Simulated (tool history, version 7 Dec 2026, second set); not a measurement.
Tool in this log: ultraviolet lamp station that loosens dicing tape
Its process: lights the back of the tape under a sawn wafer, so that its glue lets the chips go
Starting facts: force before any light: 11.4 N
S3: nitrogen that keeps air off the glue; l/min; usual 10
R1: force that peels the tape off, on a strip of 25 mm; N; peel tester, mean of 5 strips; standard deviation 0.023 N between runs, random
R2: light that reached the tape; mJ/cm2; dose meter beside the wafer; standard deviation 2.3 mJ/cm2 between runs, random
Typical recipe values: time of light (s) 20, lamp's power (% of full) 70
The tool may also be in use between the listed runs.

{"run": 1, "hour": 0.0, "time of light (s)": 20, "lamp's power (% of full)": 70, "S3": 10, "R1": 1.335, "R2": 191}
{"run": 2, "hour": 5.6, "time of light (s)": 20, "lamp's power (% of full)": 70, "S3": 10, "R1": 1.331, "R2": 190}
{"run": 3, "hour": 12.3, "time of light (s)": 15, "lamp's power (% of full)": 70, "S3": 10, "R1": 2.215, "R2": 141}
{"run": 4, "hour": 20.3, "time of light (s)": 15, "lamp's power (% of full)": 70, "S3": 10, "R1": 2.207, "R2": 145}
{"run": 5, "hour": 33.6, "time of light (s)": 15, "lamp's power (% of full)": 96, "S3": 10, "R1": 1.256, "R2": 195}
{"run": 6, "hour": 46.2, "time of light (s)": 20, "lamp's power (% of full)": 70, "S3": 10, "R1": 1.354, "R2": 191}
{"run": 7, "hour": 58.8, "time of light (s)": 20, "lamp's power (% of full)": 70, "S3": 10, "R1": 1.335, "R2": 187}
{"run": 8, "hour": 66.9, "time of light (s)": 20, "lamp's power (% of full)": 70, "S3": 10, "R1": 1.388, "R2": 190}
{"hour": 68.1, "done": "window cleaned of glue's vapour"}
{"run": 9, "hour": 77.6, "time of light (s)": 20, "lamp's power (% of full)": 70, "S3": 10, "R1": 1.43, "R2": 185}
{"run": 10, "hour": 89.6, "time of light (s)": 20, "lamp's power (% of full)": 70, "S3": 10, "R1": 1.511, "R2": 177}
{"run": 11, "hour": 95.1, "time of light (s)": 20, "lamp's power (% of full)": 65, "S3": 10, "R1": 1.697, "R2": 167}
{"hour": 99.9, "done": "window cleaned of glue's vapour, once more"}
{"run": 12, "hour": 108.4, "time of light (s)": 20, "lamp's power (% of full)": 70, "S3": 10, "R1": 1.213, "R2": 198}
{"run": 13, "hour": 119.1, "time of light (s)": 20, "lamp's power (% of full)": 70, "S3": 10, "R1": 1.177, "R2": 198}
{"run": 14, "hour": 124.5, "time of light (s)": 11, "lamp's power (% of full)": 73, "S3": 8, "R1": 3.495, "R2": 113}
{"run": 15, "hour": 132.9, "time of light (s)": 20, "lamp's power (% of full)": 79, "S3": 10, "R1": 0.967, "R2": 223}
{"run": 16, "hour": 140.1, "time of light (s)": 20, "lamp's power (% of full)": 75, "S3": 7, "R1": 1.449, "R2": 212}
{"run": 17, "hour": 146.3, "time of light (s)": 20, "lamp's power (% of full)": 75, "S3": 7, "R1": 1.443, "R2": 211}
{"run": 18, "hour": 156.9, "time of light (s)": 20, "lamp's power (% of full)": 75, "S3": 7, "R1": 1.474, "R2": 208}
{"run": 19, "hour": 169.9, "time of light (s)": 20, "lamp's power (% of full)": 75, "S3": 3, "R1": 2.814, "R2": 211}
{"run": 20, "hour": 179.7, "time of light (s)": 20, "lamp's power (% of full)": 78, "S3": 3, "R1": 2.509, "R2": 216}
{"run": 21, "hour": 186.0, "time of light (s)": 36, "lamp's power (% of full)": 86, "S3": 6, "R1": 0.381, "R2": 429}
{"run": 22, "hour": 197.6, "time of light (s)": 36, "lamp's power (% of full)": 86, "S3": 6, "R1": 0.393, "R2": 426}
{"run": 23, "hour": 203.1, "time of light (s)": 36, "lamp's power (% of full)": 73, "S3": 10, "R1": 0.358, "R2": 363}
{"run": 24, "hour": 210.5, "time of light (s)": 36, "lamp's power (% of full)": 73, "S3": 10, "R1": 0.37, "R2": 365}
{"run": 25, "hour": 217.1, "time of light (s)": 15, "lamp's power (% of full)": 60, "S3": 13, "R1": 2.32, "R2": 126}
{"run": 26, "hour": 223.4, "time of light (s)": 14, "lamp's power (% of full)": 63, "S3": 16, "R1": 2.139, "R2": 124}

Here are 4 independent what-if runs from the current tool condition. What would each one return?
{"run": "A", "hour": 233.7, "time of light (s)": 37, "lamp's power (% of full)": 69, "S3": 9, "R1": "?", "R2": "?"}
{"run": "B", "hour": 233.7, "time of light (s)": 38, "lamp's power (% of full)": 63, "S3": 16, "R1": "?", "R2": "?"}
{"run": "C", "hour": 233.7, "time of light (s)": 11, "lamp's power (% of full)": 70, "S3": 10, "R1": "?", "R2": "?"}
{"run": "D", "hour": 233.7, "time of light (s)": 27, "lamp's power (% of full)": 93, "S3": 12, "R1": "?", "R2": "?"}

run=A R1=0.422 R2=345
run=B R1=0.311 R2=324
run=C R1=3.349 R2=109
run=D R1=0.341 R2=338
The same runs, with their run-to-run variation unchanged, on a tool lacking any hidden condition would have given:
run=A R1=0.365 R2=375
run=B R1=0.28 R2=352
run=C R1=3.025 R2=118
run=D R1=0.302 R2=367

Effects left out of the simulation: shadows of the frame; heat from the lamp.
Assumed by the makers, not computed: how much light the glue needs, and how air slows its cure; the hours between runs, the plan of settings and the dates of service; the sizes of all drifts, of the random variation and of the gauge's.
